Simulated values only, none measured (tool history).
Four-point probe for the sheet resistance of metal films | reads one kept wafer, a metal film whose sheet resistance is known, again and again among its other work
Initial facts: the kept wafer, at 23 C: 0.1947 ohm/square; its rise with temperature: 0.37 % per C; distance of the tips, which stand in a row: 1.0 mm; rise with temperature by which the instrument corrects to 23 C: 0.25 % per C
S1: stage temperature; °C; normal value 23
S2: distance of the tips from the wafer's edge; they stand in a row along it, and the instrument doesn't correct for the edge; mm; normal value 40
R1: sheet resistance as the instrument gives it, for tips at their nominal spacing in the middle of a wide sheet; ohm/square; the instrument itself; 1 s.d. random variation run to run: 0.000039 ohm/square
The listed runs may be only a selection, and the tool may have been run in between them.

Run 1, hour 0.0: usual settings. Result: R1 0.194788 ohm/square.
Run 2, hour 31.8: usual settings. Result: R1 0.194744 ohm/square.
Run 3, hour 60.9: usual settings but S2 20 mm. Result: R1 0.194943 ohm/square.
Run 4, hour 84.4: usual settings but S2 20 mm. Result: R1 0.194950 ohm/square.
Run 5, hour 122.0: usual settings but S2 20 mm. Result: R1 0.194969 ohm/square.
At hour 141.6: stage's thermometer calibrated.
Run 6, hour 147.7: usual settings but S2 20 mm. Result: R1 0.194981 ohm/square.
Run 7, hour 183.7: usual settings but S2 20 mm. Result: R1 0.194971 ohm/square.
Run 8, hour 204.2: usual settings but S2 20 mm. Result: R1 0.195039 ohm/square.
Run 9, hour 236.3: usual settings but S2 20 mm. Result: R1 0.195050 ohm/square.
Run 10, hour 263.9: usual settings but S2 20 mm. Result: R1 0.195021 ohm/square.
Run 11, hour 293.6: usual settings but S2 20 mm. Result: R1 0.194915 ohm/square.
Run 12, hour 314.2: usual settings but S2 20 mm. Result: R1 0.194999 ohm/square.
Run 13, hour 343.0: usual settings but S2 20 mm. Result: R1 0.194969 ohm/square.
Run 14, hour 386.9: usual settings but S2 50 mm. Result: R1 0.194755 ohm/square.
Run 15, hour 422.6: usual settings but S1 27 °C, S2 17 mm. Result: R1 0.195987 ohm/square.
Run 16, hour 445.2: usual settings but S1 27 °C, S2 17 mm. Result: R1 0.195990 ohm/square.
Run 17, hour 478.8: usual settings but S1 31 °C, S2 71 mm. Result: R1 0.196528 ohm/square.
Run 18, hour 497.6: usual settings but S1 35 °C, S2 60 mm. Result: R1 0.197348 ohm/square.
Run 19, hour 517.7: usual settings but S1 31 °C, S2 6 mm. Result: R1 0.199335 ohm/square.
Run 20, hour 551.6: usual settings but S1 31 °C, S2 6 mm. Result: R1 0.199421 ohm/square.
Run 21, hour 574.6: usual settings but S1 32 °C, S2 19 mm. Result: R1 0.197050 ohm/square.
Run 22, hour 618.8: usual settings but S1 20 °C, S2 20 mm. Result: R1 0.194197 ohm/square.
Run 23, hour 655.7: usual settings but S1 20 °C, S2 20 mm. Result: R1 0.194239 ohm/square.
Run 24, hour 681.5: usual settings but S1 30 °C, S2 10 mm. Result: R1 0.197383 ohm/square.
Run 25, hour 719.4: usual settings but S2 6 mm. Result: R1 0.197607 ohm/square.
Run 26, hour 743.6: usual settings but S1 20 °C, S2 8 mm. Result: R1 0.195637 ohm/square.
Run 27, hour 774.0: usual settings but S1 25 °C, S2 3 mm. Result: R1 0.206141 ohm/square.
Run 28, hour 811.9: usual settings but S2 30 mm. Result: R1 0.194831 ohm/square.

Consider 4 possible next runs. They are alternatives, not a sequence: every one starts from the tool as it was left by run 28. What does each give?
Run A, hour 830.2: usual settings but S1 32 °C. Result: R1 ?.
Run B, hour 830.2: usual settings but S1 31 °C, S2 4 mm. Result: R1 ?.
Run C, hour 830.2: usual settings but S1 32 °C, S2 11 mm. Result: R1 ?.
Run D, hour 830.2: usual settings but S1 19 °C, S2 32 mm. Result: R1 ?.

run        R1
  A  0.196805
  B  0.202941
  C  0.197562
  D  0.193892
Take away the tool's hidden state, keep each run's random variation, and the runs would have read:
run        R1
  A  0.196805
  B  0.202941
  C  0.197562
  D  0.193893
